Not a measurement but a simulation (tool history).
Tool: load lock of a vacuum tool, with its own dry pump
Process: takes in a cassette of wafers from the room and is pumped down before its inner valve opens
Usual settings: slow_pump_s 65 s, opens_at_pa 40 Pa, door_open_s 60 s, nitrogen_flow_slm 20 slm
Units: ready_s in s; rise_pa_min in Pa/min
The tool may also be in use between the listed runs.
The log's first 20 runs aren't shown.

| run | day | slow_pump_s | opens_at_pa | door_open_s | nitrogen_flow_slm | hours that the pump has run since its overhaul | times that the door has closed on its seal | incoming humidity of the room's air, % | ready_s | rise_pa_min |
|---|---|---|---|---|---|---|---|---|---|---|
| 21 | 449.996 | 65 | 33 | 60 | 12 | 6780 | 3833 | 42.2 | 87.2 | 0.018 |
| 22 | 474.15 | 65 | 33 | 60 | 12 | 7360 | 6615 | 45 | 87.2 | 0.019 |
| 23 | 497.325 | 113 | 79 | 35 | 7 | 7916 | 9282 | 46.7 | 127.2 | 0.018 |
| 24 | 522.883 | 65 | 77 | 60 | 23 | 8529 | 12225 | 45.8 | 83.7 | 0.017 |
| 25 | 549.371 | 47 | 77 | 60 | 23 | 9165 | 15275 | 43.1 | 67.6 | 0.016 |
| 26 | 572.242 | 65 | 39 | 60 | 7 | 9714 | 17908 | 47.3 | 86.2 | 0.028 |
| 27 | 586.862 | 49 | 29 | 26 | 22 | 10065 | 19592 | 45.4 | 73.7 | 0.014 |
| 28 | 613.292 | 49 | 29 | 26 | 22 | 10699 | 22635 | 44.4 | 73.5 | 0.012 |
| 29 | 630.908 | 35 | 48 | 26 | 6 | 11122 | 24663 | 46.9 | 58.7 | 0.017 |
| 30 | 656.983 | 35 | 48 | 26 | 6 | 11748 | 27665 | 46.1 | 59.1 | 0.016 |
| 31 | 670.354 | 49 | 56 | 77 | 14 | 12069 | 29204 | 45.2 | 71.2 | 0.018 |
| 32 | 688.908 | 65 | 40 | 56 | 25 | 12514 | 31340 | 48.2 | 86.9 | 0.017 |
| 33 | 710.971 | 65 | 40 | 56 | 10 | 13043 | 33880 | 45.9 | 86.7 | 0.017 |
| 34 | 723.35 | 65 | 40 | 56 | 10 | 13341 | 35306 | 45.9 | 86.4 | 0.027 |
| 35 | 744.704 | 65 | 40 | 79 | 17 | 13853 | 37765 | 45.6 | 86.5 | 0.024 |

Forecast each of these 3 alternatives for the next run:
| A | 773.879 | 65 | 40 | 70 | 20 | 14553 | 41124 | 47.1 | ? | ? |
| B | 773.879 | 65 | 55 | 60 | 34 | 14553 | 41124 | 46.6 | ? | ? |
| C | 773.879 | 65 | 63 | 51 | 8 | 14553 | 41124 | 43.6 | ? | ? |

| run | ready_s | rise_pa_min |
|---|---|---|
| A | 86.5 | 0.02 |
| B | 85.5 | 0.011 |
| C | 85.3 | 0.016 |
Without the tool's hidden state the same runs would have given:
| run | ready_s | rise_pa_min |
|---|---|---|
| A | 86.5 | 0.019 |
| B | 85.5 | 0.011 |
| C | 85.3 | 0.016 |
